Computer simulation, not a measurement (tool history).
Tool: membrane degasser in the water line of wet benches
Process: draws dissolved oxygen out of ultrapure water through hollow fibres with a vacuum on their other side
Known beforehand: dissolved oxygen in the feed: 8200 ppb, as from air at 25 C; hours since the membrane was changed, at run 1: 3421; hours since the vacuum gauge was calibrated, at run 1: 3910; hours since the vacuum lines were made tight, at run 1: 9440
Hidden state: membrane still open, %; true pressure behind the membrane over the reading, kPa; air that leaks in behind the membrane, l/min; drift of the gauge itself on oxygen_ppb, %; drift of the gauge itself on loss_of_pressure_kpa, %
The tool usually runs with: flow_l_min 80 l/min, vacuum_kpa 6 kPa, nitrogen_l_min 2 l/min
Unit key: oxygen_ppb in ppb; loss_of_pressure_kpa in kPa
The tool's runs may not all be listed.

run    hour  flow_l_min  vacuum_kpa  nitrogen_l_min  hours since the membrane was changed  hours since the vacuum gauge was calibrated  hours since the vacuum lines were made tight  oxygen_ppb  loss_of_pressure_kpa
  1       0          80           6               2                                  3421                                         3910                                          9440       223.7                 34.25
  2    71.2          80           6               2                                  3492                                         3981                                          9511       223.5                 34.43
  3   147.7          80           6               2                                  3569                                         4058                                          9587       222.7                 34.15
  4   261.7          80           6               2                                  3683                                         4172                                          9701       224.6                 34.52
  5   348.4          55           6               2                                  3769                                         4258                                          9788       163.9                 23.61
  6   439.7          55           6               2                                  3861                                         4350                                          9879       158.5                 23.65
      548.9  -- vacuum gauge calibrated
  7   585.9          55           6               2                                  4006                                           37                                         10025       164.6                 23.81
  8   708.7          55           6               2                                  4129                                          160                                         10148       162.2                 23.58
  9   775.4          55           6               2                                  4196                                          227                                         10215       160.7                 23.95
 10   845.4          55        5.75               2                                  4266                                          297                                         10285       149.4                 23.66
 11   966.4          55        5.75               2                                  4387                                          418                                         10406       147.9                 23.89
 12  1041.5          55        5.75               2                                  4462                                          493                                         10481         150                 23.63
 13  1122.8          55        5.75               2                                  4543                                          574                                         10562       148.6                  23.9
 14  1277.3          55        5.75               2                                  4698                                          728                                         10716       149.2                 23.76
 15    1402          80           6               2                                  4822                                          853                                         10841       228.3                 34.75
 16  1539.9          80           6               2                                  4960                                          991                                         10979       224.4                 34.49
 17  1621.2          80           6               2                                  5042                                         1072                                         11060       222.9                 34.31
 18    1686          74           6            2.05                                  5106                                         1137                                         11125       202.3                 32.05
 19  1834.6          56        9.94            0.89                                  5255                                         1286                                         11274       705.2                 24.04
 20  1973.5          80           6            0.97                                  5394                                         1425                                         11413       376.9                 34.82
 21  2098.9          80       11.67            3.48                                  5519                                         1550                                         11538       411.9                 34.43
 22  2256.7          80        3.89            3.48                                  5677                                         1708                                         11696        38.1                 34.54
 23  2369.7         126       12.17            3.82                                  5790                                         1821                                         11809       603.1                 54.16
 24  2464.5          74        7.44            3.82                                  5885                                         1916                                         11904       181.9                 31.91
 25  2558.5         108        7.44            1.29                                  5979                                         2010                                         11998       566.7                 46.35
 26  2631.4         108        7.44            1.29                                  6052                                         2083                                         12071       563.9                 46.51
 27  2696.3         101        4.16            1.49                                  6117                                         2147                                         12135       124.4                 43.67
 28  2820.9          88        4.16            3.41                                  6241                                         2272                                         12260          59                  38.1
     2868.9  -- seals of the vacuum lines changed
 29  2951.4          88        4.16            3.41                                  6370                                         2400                                            82        59.8                 37.99
 30  3057.1          86        4.21               2                                  6475                                         2506                                           188        90.2                 37.04
 31  3197.9          86        6.74            1.26                                  6616                                         2647                                           329       412.3                 37.01
 32  3265.8          80        5.65            3.79                                  6684                                         2715                                           397       117.1                 34.42
 33  3418.2         123           6            1.37                                  6837                                         2867                                           549       413.5                 52.62

Alternative continuations, all from the tool just after run 33; predict every row:
  A  3516.6         102        8.34            2.54                                  6935                                         2966                                           648           ?                     ?
  B  3516.6          80           6            2.89                                  6935                                         2966                                           648           ?                     ?
  C  3516.6          80       12.64               2                                  6935                                         2966                                           648           ?                     ?

run  oxygen_ppb  loss_of_pressure_kpa
  A       419.9                 43.74
  B       170.7                 34.47
  C       703.9                 34.42
Without the tool's hidden state the same runs would have given:
run  oxygen_ppb  loss_of_pressure_kpa
  A       419.8                 43.72
  B       170.7                 34.45
  C       703.9                 34.41
